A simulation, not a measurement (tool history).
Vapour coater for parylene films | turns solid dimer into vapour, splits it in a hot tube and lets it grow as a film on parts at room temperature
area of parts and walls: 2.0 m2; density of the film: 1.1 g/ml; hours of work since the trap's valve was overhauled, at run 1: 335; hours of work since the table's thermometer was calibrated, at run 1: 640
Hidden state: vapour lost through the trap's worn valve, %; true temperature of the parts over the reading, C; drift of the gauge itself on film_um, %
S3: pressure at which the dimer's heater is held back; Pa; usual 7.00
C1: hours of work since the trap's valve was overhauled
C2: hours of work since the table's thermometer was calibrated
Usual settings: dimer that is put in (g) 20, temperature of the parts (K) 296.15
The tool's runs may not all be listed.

{"run": 1, "hour": 0.0, "dimer that is put in (g)": 20, "temperature of the parts (K)": 296.15, "S3": 7.0, "C1": 335, "C2": 640, "thickness of the film (µm)": 6.74}
{"run": 2, "hour": 42.6, "dimer that is put in (g)": 13, "temperature of the parts (K)": 296.15, "S3": 7.0, "C1": 362, "C2": 666, "thickness of the film (µm)": 4.45}
{"run": 3, "hour": 69.2, "dimer that is put in (g)": 13, "temperature of the parts (K)": 296.15, "S3": 7.0, "C1": 378, "C2": 683, "thickness of the film (µm)": 4.39}
{"run": 4, "hour": 107.3, "dimer that is put in (g)": 13, "temperature of the parts (K)": 296.15, "S3": 7.0, "C1": 402, "C2": 707, "thickness of the film (µm)": 4.4}
{"run": 5, "hour": 132.2, "dimer that is put in (g)": 13, "temperature of the parts (K)": 296.15, "S3": 7.0, "C1": 418, "C2": 722, "thickness of the film (µm)": 4.44}
{"run": 6, "hour": 185.7, "dimer that is put in (g)": 13, "temperature of the parts (K)": 296.15, "S3": 7.0, "C1": 451, "C2": 756, "thickness of the film (µm)": 4.44}
{"run": 7, "hour": 209.4, "dimer that is put in (g)": 13, "temperature of the parts (K)": 296.15, "S3": 7.0, "C1": 466, "C2": 771, "thickness of the film (µm)": 4.44}
{"run": 8, "hour": 250.2, "dimer that is put in (g)": 13, "temperature of the parts (K)": 296.15, "S3": 7.0, "C1": 491, "C2": 796, "thickness of the film (µm)": 4.43}
{"run": 9, "hour": 301.4, "dimer that is put in (g)": 14, "temperature of the parts (K)": 296.15, "S3": 7.0, "C1": 523, "C2": 828, "thickness of the film (µm)": 4.78}
{"run": 10, "hour": 335.9, "dimer that is put in (g)": 20, "temperature of the parts (K)": 296.15, "S3": 7.0, "C1": 545, "C2": 850, "thickness of the film (µm)": 6.85}
{"run": 11, "hour": 386.3, "dimer that is put in (g)": 20, "temperature of the parts (K)": 296.15, "S3": 7.0, "C1": 576, "C2": 881, "thickness of the film (µm)": 6.83}
{"run": 12, "hour": 441.7, "dimer that is put in (g)": 20, "temperature of the parts (K)": 296.15, "S3": 7.0, "C1": 611, "C2": 916, "thickness of the film (µm)": 6.85}
{"run": 13, "hour": 472.9, "dimer that is put in (g)": 20, "temperature of the parts (K)": 296.15, "S3": 6.14, "C1": 630, "C2": 935, "thickness of the film (µm)": 6.96}
{"run": 14, "hour": 497.3, "dimer that is put in (g)": 20, "temperature of the parts (K)": 296.15, "S3": 6.14, "C1": 645, "C2": 950, "thickness of the film (µm)": 6.95}
{"hour": 519.3, "done": "trap's valve overhauled"}
{"run": 15, "hour": 541.7, "dimer that is put in (g)": 20, "temperature of the parts (K)": 296.15, "S3": 6.14, "C1": 14, "C2": 976, "thickness of the film (µm)": 7.0}
{"run": 16, "hour": 575.3, "dimer that is put in (g)": 20, "temperature of the parts (K)": 296.15, "S3": 6.14, "C1": 35, "C2": 996, "thickness of the film (µm)": 7.02}
{"run": 17, "hour": 598.4, "dimer that is put in (g)": 20, "temperature of the parts (K)": 296.15, "S3": 6.14, "C1": 49, "C2": 1011, "thickness of the film (µm)": 7.01}
{"hour": 631.3, "done": "table's thermometer calibrated"}
{"run": 18, "hour": 652.7, "dimer that is put in (g)": 20, "temperature of the parts (K)": 296.15, "S3": 6.14, "C1": 83, "C2": 13, "thickness of the film (µm)": 6.99}
{"run": 19, "hour": 695.4, "dimer that is put in (g)": 20, "temperature of the parts (K)": 296.15, "S3": 7.0, "C1": 109, "C2": 40, "thickness of the film (µm)": 6.9}
{"run": 20, "hour": 748.7, "dimer that is put in (g)": 20, "temperature of the parts (K)": 296.15, "S3": 6.2, "C1": 143, "C2": 73, "thickness of the film (µm)": 6.96}
{"run": 21, "hour": 796.8, "dimer that is put in (g)": 20, "temperature of the parts (K)": 296.15, "S3": 6.2, "C1": 173, "C2": 103, "thickness of the film (µm)": 7.04}
{"run": 22, "hour": 835.6, "dimer that is put in (g)": 20, "temperature of the parts (K)": 296.15, "S3": 7.0, "C1": 197, "C2": 128, "thickness of the film (µm)": 6.9}
{"run": 23, "hour": 876.5, "dimer that is put in (g)": 20, "temperature of the parts (K)": 296.15, "S3": 7.0, "C1": 222, "C2": 153, "thickness of the film (µm)": 6.93}
{"run": 24, "hour": 924.0, "dimer that is put in (g)": 27, "temperature of the parts (K)": 289.15, "S3": 7.0, "C1": 252, "C2": 183, "thickness of the film (µm)": 12.28}
{"run": 25, "hour": 974.6, "dimer that is put in (g)": 27, "temperature of the parts (K)": 289.15, "S3": 7.0, "C1": 284, "C2": 214, "thickness of the film (µm)": 12.33}
{"run": 26, "hour": 1019.1, "dimer that is put in (g)": 29, "temperature of the parts (K)": 307.15, "S3": 7.0, "C1": 311, "C2": 242, "thickness of the film (µm)": 5.98}
{"hour": 1033.0, "done": "gauge calibrated"}
{"run": 27, "hour": 1051.2, "dimer that is put in (g)": 18, "temperature of the parts (K)": 304.15, "S3": 3.63, "C1": 331, "C2": 262, "thickness of the film (µm)": 4.44}
{"run": 28, "hour": 1105.6, "dimer that is put in (g)": 9, "temperature of the parts (K)": 303.15, "S3": 11.58, "C1": 365, "C2": 296, "thickness of the film (µm)": 2.08}
{"run": 29, "hour": 1152.9, "dimer that is put in (g)": 12, "temperature of the parts (K)": 304.15, "S3": 7.0, "C1": 395, "C2": 326, "thickness of the film (µm)": 2.81}
{"run": 30, "hour": 1177.6, "dimer that is put in (g)": 21, "temperature of the parts (K)": 304.15, "S3": 2.06, "C1": 410, "C2": 341, "thickness of the film (µm)": 5.51}
{"run": 31, "hour": 1203.4, "dimer that is put in (g)": 20, "temperature of the parts (K)": 296.15, "S3": 8.59, "C1": 426, "C2": 357, "thickness of the film (µm)": 6.69}
{"run": 32, "hour": 1239.1, "dimer that is put in (g)": 20, "temperature of the parts (K)": 296.15, "S3": 8.59, "C1": 449, "C2": 379, "thickness of the film (µm)": 6.64}
{"run": 33, "hour": 1262.1, "dimer that is put in (g)": 34, "temperature of the parts (K)": 301.15, "S3": 7.0, "C1": 463, "C2": 394, "thickness of the film (µm)": 9.17}
{"run": 34, "hour": 1285.4, "dimer that is put in (g)": 13, "temperature of the parts (K)": 290.15, "S3": 3.26, "C1": 478, "C2": 408, "thickness of the film (µm)": 5.81}
{"run": 35, "hour": 1321.4, "dimer that is put in (g)": 14, "temperature of the parts (K)": 296.15, "S3": 11.85, "C1": 500, "C2": 431, "thickness of the film (µm)": 4.52}
{"run": 36, "hour": 1359.8, "dimer that is put in (g)": 14, "temperature of the parts (K)": 296.15, "S3": 11.85, "C1": 524, "C2": 455, "thickness of the film (µm)": 4.55}
{"run": 37, "hour": 1394.3, "dimer that is put in (g)": 22, "temperature of the parts (K)": 289.15, "S3": 11.85, "C1": 546, "C2": 476, "thickness of the film (µm)": 9.92}
{"run": 38, "hour": 1445.4, "dimer that is put in (g)": 20, "temperature of the parts (K)": 298.15, "S3": 2.09, "C1": 578, "C2": 508, "thickness of the film (µm)": 6.98}
{"run": 39, "hour": 1495.0, "dimer that is put in (g)": 27, "temperature of the parts (K)": 302.15, "S3": 2.03, "C1": 609, "C2": 539, "thickness of the film (µm)": 7.86}
{"run": 40, "hour": 1548.9, "dimer that is put in (g)": 9, "temperature of the parts (K)": 298.15, "S3": 7.45, "C1": 642, "C2": 573, "thickness of the film (µm)": 2.81}
{"hour": 1574.9, "done": "trap's valve overhauled"}
{"run": 41, "hour": 1576.2, "dimer that is put in (g)": 9, "temperature of the parts (K)": 294.15, "S3": 5.0, "C1": 1, "C2": 587, "thickness of the film (µm)": 3.52}
{"run": 42, "hour": 1607.9, "dimer that is put in (g)": 14, "temperature of the parts (K)": 295.15, "S3": 5.58, "C1": 21, "C2": 607, "thickness of the film (µm)": 5.17}
{"run": 43, "hour": 1633.7, "dimer that is put in (g)": 14, "temperature of the parts (K)": 295.15, "S3": 5.58, "C1": 37, "C2": 623, "thickness of the film (µm)": 5.15}
{"run": 44, "hour": 1661.8, "dimer that is put in (g)": 14, "temperature of the parts (K)": 306.15, "S3": 5.58, "C1": 54, "C2": 641, "thickness of the film (µm)": 3.07}
{"run": 45, "hour": 1688.8, "dimer that is put in (g)": 22, "temperature of the parts (K)": 300.15, "S3": 5.58, "C1": 71, "C2": 658, "thickness of the film (µm)": 6.43}
{"run": 46, "hour": 1743.6, "dimer that is put in (g)": 33, "temperature of the parts (K)": 300.15, "S3": 2.1, "C1": 105, "C2": 692, "thickness of the film (µm)": 10.61}

The same runs without the tool's hidden state, with the same run-to-run variation:
run=1 thickness_of_the_film_(µm)=6.74
run=2 thickness_of_the_film_(µm)=4.45
run=3 thickness_of_the_film_(µm)=4.38
run=4 thickness_of_the_film_(µm)=4.39
run=5 thickness_of_the_film_(µm)=4.42
run=6 thickness_of_the_film_(µm)=4.42
run=7 thickness_of_the_film_(µm)=4.41
run=8 thickness_of_the_film_(µm)=4.40
run=9 thickness_of_the_film_(µm)=4.74
run=10 thickness_of_the_film_(µm)=6.79
run=11 thickness_of_the_film_(µm)=6.77
run=12 thickness_of_the_film_(µm)=6.77
run=13 thickness_of_the_film_(µm)=6.88
run=14 thickness_of_the_film_(µm)=6.87
run=15 thickness_of_the_film_(µm)=6.87
run=16 thickness_of_the_film_(µm)=6.89
run=17 thickness_of_the_film_(µm)=6.88
run=18 thickness_of_the_film_(µm)=6.87
run=19 thickness_of_the_film_(µm)=6.78
run=20 thickness_of_the_film_(µm)=6.83
run=21 thickness_of_the_film_(µm)=6.90
run=22 thickness_of_the_film_(µm)=6.76
run=23 thickness_of_the_film_(µm)=6.77
run=24 thickness_of_the_film_(µm)=12.00
run=25 thickness_of_the_film_(µm)=12.03
run=26 thickness_of_the_film_(µm)=5.82
run=27 thickness_of_the_film_(µm)=4.44
run=28 thickness_of_the_film_(µm)=2.08
run=29 thickness_of_the_film_(µm)=2.80
run=30 thickness_of_the_film_(µm)=5.49
run=31 thickness_of_the_film_(µm)=6.67
run=32 thickness_of_the_film_(µm)=6.61
run=33 thickness_of_the_film_(µm)=9.13
run=34 thickness_of_the_film_(µm)=5.79
run=35 thickness_of_the_film_(µm)=4.49
run=36 thickness_of_the_film_(µm)=4.52
run=37 thickness_of_the_film_(µm)=9.86
run=38 thickness_of_the_film_(µm)=6.92
run=39 thickness_of_the_film_(µm)=7.78
run=40 thickness_of_the_film_(µm)=2.78
run=41 thickness_of_the_film_(µm)=3.46
run=42 thickness_of_the_film_(µm)=5.08
run=43 thickness_of_the_film_(µm)=5.05
run=44 thickness_of_the_film_(µm)=3.02
run=45 thickness_of_the_film_(µm)=6.31
run=46 thickness_of_the_film_(µm)=10.39
